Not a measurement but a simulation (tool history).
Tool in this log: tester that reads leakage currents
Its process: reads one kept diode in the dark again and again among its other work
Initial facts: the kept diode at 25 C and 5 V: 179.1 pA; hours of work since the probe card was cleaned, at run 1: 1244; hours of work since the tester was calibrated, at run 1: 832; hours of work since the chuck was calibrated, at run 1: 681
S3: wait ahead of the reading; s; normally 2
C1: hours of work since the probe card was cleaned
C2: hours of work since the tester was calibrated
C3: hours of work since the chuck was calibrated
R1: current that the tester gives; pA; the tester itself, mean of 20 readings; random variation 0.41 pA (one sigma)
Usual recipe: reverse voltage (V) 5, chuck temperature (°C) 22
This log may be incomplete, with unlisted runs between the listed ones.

run 1 hour=0 | reverse_voltage_(V)=5 chuck_temperature_(°C)=22 S3=2 | C1=1244 C2=832 C3=681 | R1=159.44
run 2 hour=28.4 | reverse_voltage_(V)=5 chuck_temperature_(°C)=22 S3=2 | C1=1261 C2=849 C3=697 | R1=159.31
run 3 hour=86.9 | reverse_voltage_(V)=5 chuck_temperature_(°C)=22 S3=2 | C1=1294 C2=882 C3=731 | R1=160.41
run 4 hour=147.6 | reverse_voltage_(V)=5 chuck_temperature_(°C)=32 S3=2 | C1=1330 C2=918 C3=766 | R1=397.34
run 5 hour=186.8 | reverse_voltage_(V)=4.71 chuck_temperature_(°C)=32 S3=2 | C1=1352 C2=940 C3=789 | R1=385.98
run 6 hour=219.8 | reverse_voltage_(V)=4.71 chuck_temperature_(°C)=32 S3=2 | C1=1371 C2=959 C3=808 | R1=386.94
run 7 hour=248.7 | reverse_voltage_(V)=5 chuck_temperature_(°C)=22 S3=1.5 | C1=1388 C2=976 C3=825 | R1=163.1
run 8 hour=288.6 | reverse_voltage_(V)=5 chuck_temperature_(°C)=22 S3=2 | C1=1411 C2=999 C3=848 | R1=163.46
run 9 hour=338 | reverse_voltage_(V)=5 chuck_temperature_(°C)=22 S3=1.3 | C1=1440 C2=1028 C3=876 | R1=164.54
-- hour=378.7 probe card cleaned and baked
run 10 hour=389.4 | reverse_voltage_(V)=5 chuck_temperature_(°C)=22 S3=1.3 | C1=6 C2=1056 C3=904 | R1=153.58
run 11 hour=430.5 | reverse_voltage_(V)=5 chuck_temperature_(°C)=22 S3=1.3 | C1=30 C2=1079 C3=928 | R1=154.78
run 12 hour=461.4 | reverse_voltage_(V)=3.64 chuck_temperature_(°C)=22 S3=9.98 | C1=48 C2=1097 C3=946 | R1=132.12
run 13 hour=500.9 | reverse_voltage_(V)=3.64 chuck_temperature_(°C)=22 S3=9.98 | C1=71 C2=1120 C3=969 | R1=133.23
run 14 hour=548.5 | reverse_voltage_(V)=1.03 chuck_temperature_(°C)=27 S3=6.17 | C1=98 C2=1148 C3=996 | R1=116.65
run 15 hour=608.1 | reverse_voltage_(V)=1.03 chuck_temperature_(°C)=27 S3=6.17 | C1=133 C2=1182 C3=1031 | R1=117.34
run 16 hour=654.3 | reverse_voltage_(V)=8.03 chuck_temperature_(°C)=29 S3=1.16 | C1=159 C2=1209 C3=1057 | R1=383.11

Hidden state or all else? Some run-to-run changes of R1, split into what the settings, what came in and random variation would give without the hidden state, and what is left for the hidden state (with any gauge scatter that isn't in both results):
The tool's hidden condition here consists of: stray current of the dirty probe card, pA a volt; current scale over the true one, %; true chuck temperature over the reading, C; drift of the gauge itself on leakage_pa, %.
Run 15 -> 16: reverse voltage (V) 1.03 -> 8.03, chuck temperature (°C) 27 -> 29, S3 6.17 -> 1.16. R1 +265.77 pA: hidden state +37.26, all else +228.51.
